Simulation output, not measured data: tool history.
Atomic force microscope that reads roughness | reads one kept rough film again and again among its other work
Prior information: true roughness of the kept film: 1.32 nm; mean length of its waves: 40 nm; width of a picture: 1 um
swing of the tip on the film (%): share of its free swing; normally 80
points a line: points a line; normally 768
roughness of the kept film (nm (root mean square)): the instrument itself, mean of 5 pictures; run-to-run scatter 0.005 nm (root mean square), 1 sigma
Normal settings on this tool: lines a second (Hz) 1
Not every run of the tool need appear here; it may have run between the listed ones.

run,hour,lines a second (Hz),swing of the tip on the film (%),points a line,roughness of the kept film (nm (root mean square))
1,0,1,80,768,1.201
2,11.5,1,80,768,1.2
3,26.2,1,80,768,1.198
4,39.9,1,80,768,1.191
5,53.2,1,80,768,1.253
6,74.7,1,80,768,1.251
7,97.4,1,80,768,1.232
8,112,1,80,768,1.237
9,127.6,1,80,768,1.24
10,150.3,1,80,768,1.233
11,169.2,1,80,768,1.223
12,192.1,3.52,80,773,1.131
13,212.4,3.52,80,773,1.127
14,235.9,1.95,83,374,1.15
15,245.5,1.95,87,374,1.142
16,255.3,0.71,89,426,1.194
17,265.7,1.65,62,493,1.214
18,288.9,1.18,63,472,1.214
19,299.4,1.18,63,331,1.214

Not shown: 1 entry that the log had between the listed runs. Between which runs, and how does the tool's hidden state differ before and after?
From run 4 to run 5: new tip fitted (hour 47.8)
  radius of the tip, nm: 20.5 -> 5.6
  measured less the result without the state, roughness of the kept film (nm (root mean square)): -0.061 -> -0.003

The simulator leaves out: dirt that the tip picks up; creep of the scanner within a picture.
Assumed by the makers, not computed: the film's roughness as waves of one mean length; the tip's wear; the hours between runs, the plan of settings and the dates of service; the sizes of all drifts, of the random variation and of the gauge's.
